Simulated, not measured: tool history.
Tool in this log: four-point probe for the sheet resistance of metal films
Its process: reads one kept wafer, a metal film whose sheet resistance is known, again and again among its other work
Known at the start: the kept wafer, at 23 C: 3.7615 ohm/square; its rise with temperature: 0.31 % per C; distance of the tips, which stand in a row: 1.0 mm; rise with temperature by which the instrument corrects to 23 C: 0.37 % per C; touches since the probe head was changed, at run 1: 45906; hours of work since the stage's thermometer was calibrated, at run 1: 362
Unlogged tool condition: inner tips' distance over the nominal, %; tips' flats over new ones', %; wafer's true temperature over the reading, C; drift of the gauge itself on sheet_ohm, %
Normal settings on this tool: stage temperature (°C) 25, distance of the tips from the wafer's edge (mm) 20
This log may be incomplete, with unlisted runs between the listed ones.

run,hour,stage temperature (°C),distance of the tips from the wafer's edge (mm),touches since the probe head was changed,hours of work since the stage's thermometer was calibrated,sheet resistance as the instrument gives it (ohm/square)
1,0.0,25,20,45906,362,3.723227
2,27.4,25,20,46706,374,3.723719
3,54.8,25,20,47509,387,3.722809
4,74.6,25,20,48089,396,3.721437
5,106.9,25,20,49034,411,3.721420
6,146.7,25,20,50196,429,3.719344
7,181.1,25,20,51203,445,3.718802
8,223.6,25,20,52448,465,3.718399
9,254.6,25,20,53354,479,3.717455
10,280.3,27,20,54105,491,3.713972
11,316.8,27,20,55174,508,3.712216
12,357.0,24,4,56349,527,3.833492
13,376.4,20,4,56918,536,3.843387
14,417.3,25,24,58114,555,3.713807
15,448.7,25,15,59031,569,3.717340
16,479.6,25,74,59936,584,3.709093
# hour 508.6: new probe head fitted
17,516.1,26,6,220,600,3.797430
18,556.1,33,7,1390,619,3.768692
19,597.0,25,3,2585,638,3.953945
20,639.4,23,24,3825,657,3.750610

What if the next run were any one of these 3? Each begins from the tool's condition after run 20:
A,658.4,32,28,4381,666,?
B,658.4,25,14,4381,666,?
C,658.4,20,12,4381,666,?

run,sheet resistance as the instrument gives it (ohm/square)
A,3.730005
B,3.751979
C,3.768136
The same runs, with their run-to-run variation unchanged, on a tool lacking any hidden condition would have given:
run,sheet resistance as the instrument gives it (ohm/square)
A,3.745332
B,3.767347
C,3.783534

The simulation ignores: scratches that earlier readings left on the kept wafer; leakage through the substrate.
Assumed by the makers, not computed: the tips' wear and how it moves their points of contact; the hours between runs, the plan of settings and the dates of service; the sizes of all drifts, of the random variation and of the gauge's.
